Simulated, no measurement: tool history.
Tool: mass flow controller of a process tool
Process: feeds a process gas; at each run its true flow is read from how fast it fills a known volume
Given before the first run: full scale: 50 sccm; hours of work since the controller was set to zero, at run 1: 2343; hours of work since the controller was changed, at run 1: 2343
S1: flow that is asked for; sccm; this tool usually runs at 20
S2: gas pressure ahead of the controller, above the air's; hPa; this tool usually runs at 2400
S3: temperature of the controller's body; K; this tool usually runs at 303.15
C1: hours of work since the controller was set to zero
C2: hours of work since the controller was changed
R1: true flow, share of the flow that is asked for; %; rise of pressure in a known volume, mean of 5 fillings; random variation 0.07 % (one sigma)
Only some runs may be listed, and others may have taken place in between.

run     day  S1    S2      S3    C1    C2     R1
  1   0.000  20  2400  303.15  2343  2343  95.41
  2   3.121  20  2400  303.15  2397  2397  95.44
  3   6.000  20  2400  303.15  2446  2446  95.42
  4  10.121  20  2400  303.15  2517  2517  95.34
  5  12.796  20  2400  312.15  2563  2563  94.55
  6  15.488  42  2400  303.15  2609  2609  97.12
  7  17.712  38  1710  310.15  2647  2647  96.23
     17.938  -- controller's zero set anew
  8  19.579  25  1710  295.15    28  2678  96.02
  9  22.246  14  2480  299.15    74  2724  93.53
 10  25.446  14  2460  312.15   129  2779  92.28
 11  27.592  14  2460  312.15   165  2816  92.20

Some steps in R1, run to run, broken into two amounts with sign: the step expected even without the hidden condition (settings, incoming material, random variation), and the rest, left for the hidden condition together with whatever gauge scatter is not in both the measured and the hidden-condition-free result:
Hidden conditions of the tool in this case: flow at rest that the sensor doesn't see, % of full scale; true flow over the shown one, %; drift of the gauge itself on true_pct, %.
Run 5 -> 6: S1 20 -> 42, S3 312.15 -> 303.15. R1 +2.57 %: hidden state +0.56, all else +2.01.
Run 8 -> 9: S1 25 -> 14, S2 1710 -> 2480, S3 295.15 -> 299.15. R1 -2.49 %: hidden state -1.31, all else -1.18.

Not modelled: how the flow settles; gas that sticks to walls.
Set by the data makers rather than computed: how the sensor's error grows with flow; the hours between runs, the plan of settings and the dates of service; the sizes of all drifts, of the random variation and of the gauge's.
